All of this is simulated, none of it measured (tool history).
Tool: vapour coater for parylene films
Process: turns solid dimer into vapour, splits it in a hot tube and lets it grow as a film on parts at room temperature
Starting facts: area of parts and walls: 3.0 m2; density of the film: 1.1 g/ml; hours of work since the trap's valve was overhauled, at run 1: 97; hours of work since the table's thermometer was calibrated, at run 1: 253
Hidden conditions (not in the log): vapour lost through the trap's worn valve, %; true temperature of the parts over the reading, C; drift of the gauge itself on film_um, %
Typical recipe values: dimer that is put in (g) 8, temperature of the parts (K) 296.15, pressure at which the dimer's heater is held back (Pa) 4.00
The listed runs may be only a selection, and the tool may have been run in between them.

run,hour,dimer that is put in (g),temperature of the parts (K),pressure at which the dimer's heater is held back (Pa),hours of work since the trap's valve was overhauled,hours of work since the table's thermometer was calibrated,thickness of the film (um)
1,0.0,8,296.15,4.00,97,253,1.30
2,26.7,8,293.15,4.00,118,274,1.38
3,72.8,8,293.15,4.00,155,311,1.37
4,112.8,8,296.15,9.36,186,343,1.20
5,148.6,8,296.15,9.36,215,371,1.22
6,190.6,8,296.15,9.36,248,405,1.23
7,233.2,8,296.15,9.36,282,438,1.23
8,268.6,8,296.15,9.36,310,466,1.22
9,307.3,8,296.15,9.36,341,497,1.20
10,344.2,4,290.15,4.00,370,526,0.72
11,383.0,4,290.15,4.00,401,557,0.71
12,403.3,4,290.15,4.00,417,573,0.75
13,452.8,10,296.15,5.42,456,613,1.59
14,490.9,10,296.15,5.42,486,643,1.58

Here are 4 independent what-if runs from the current tool condition. What would each one return?
A,512.7,7,300.15,5.92,504,660,?
B,512.7,10,298.15,5.60,504,660,?
C,512.7,12,296.15,5.42,504,660,?
D,512.7,7,291.15,4.09,504,660,?

run,thickness of the film (um)
A,1.02
B,1.51
C,1.90
D,1.22
Stripped of hidden state, with their random variation kept, the same runs would have yielded:
run,thickness of the film (um)
A,1.02
B,1.52
C,1.91
D,1.23
